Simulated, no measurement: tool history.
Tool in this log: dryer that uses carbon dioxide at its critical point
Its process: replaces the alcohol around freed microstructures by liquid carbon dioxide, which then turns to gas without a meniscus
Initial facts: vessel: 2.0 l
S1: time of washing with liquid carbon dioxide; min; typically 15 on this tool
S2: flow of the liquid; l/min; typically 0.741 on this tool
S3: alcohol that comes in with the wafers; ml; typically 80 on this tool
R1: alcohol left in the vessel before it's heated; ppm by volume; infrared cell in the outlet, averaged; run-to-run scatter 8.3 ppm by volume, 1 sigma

run     day  S1     S2  S3    R1
  1   0.000  15  0.741  80   657
  2   0.304  15  0.741  54   479
  3   0.688  15  0.741  80   646
  4   1.083  15  0.741  80   666
  5   1.417  15  0.741  35   349
  6   2.112  15  0.725  80   724
  7   2.479  15  1.135  80   164
  8   3.154  15  1.135  80   172
  9   3.754  15  0.741  31   317
 10   4.392  15  0.741  31   315
 11   4.750  15  0.741  44   438
 12   5.346  15  0.741  80   705
 13   5.892  15  0.546  80  1826
 14   6.412  15  0.741  44   434
 15   7.067  15  0.741  44   439
 16   7.708  15  0.558  80  1742
 17   8.029  15  0.558  80  1766
 18   8.446  15  0.558  80  1799
 19   9.062  15  0.741  80   738
 20   9.596  15  0.741  80   739
 21  10.142  15  0.741  80   756
 22  10.446  15  0.678  80  1007
 23  10.729  15  0.741  80   772
 24  11.117  15  0.741  80   768
 25  11.596  23  0.602  37   214
 26  11.946  22  1.070  80   117
 27  12.654  14  0.987  51   286
 28  12.954  10  0.924  52  1021
 29  13.412  18  0.554  37   553
 30  14.125  18  0.554  37   563
 31  14.725  18  0.554  67   925
 32  15.179  16  0.491  67  1878
 33  15.792  10  0.491  45  3658
 34  16.317  10  0.491  45  3641
 35  16.808  10  0.655  65  3010
 36  17.442  11  0.658  65  2446
 37  18.062  11  0.658  65  2394
 38  18.492  24  0.478  57   524
 39  18.975  20  0.800  48   222
 40  19.300  20  1.231  51   134
 41  19.592  15  0.934  56   339
 42  20.162  15  0.733  80   879
 43  20.817  11  1.098  30   258
 44  21.496  17  0.622  35   357
 45  21.796  15  0.646  35   461
 46  22.196  15  1.204  35   159
 47  22.771  21  1.071  20   138

Withheld: 1 entry from between the runs. Position of each, and hidden state at the listed run before versus the listed run after:
From run 42 to run 43: inlet filter changed (day 20.804)
  flow that reaches the vessel past the clogged filter, %: 89.1 -> 99.9; alcohol in the recycled carbon dioxide, ppm: 136 -> 137.7
  measured value less the no-hidden-state value, R1: +419 -> +130 ppm by volume

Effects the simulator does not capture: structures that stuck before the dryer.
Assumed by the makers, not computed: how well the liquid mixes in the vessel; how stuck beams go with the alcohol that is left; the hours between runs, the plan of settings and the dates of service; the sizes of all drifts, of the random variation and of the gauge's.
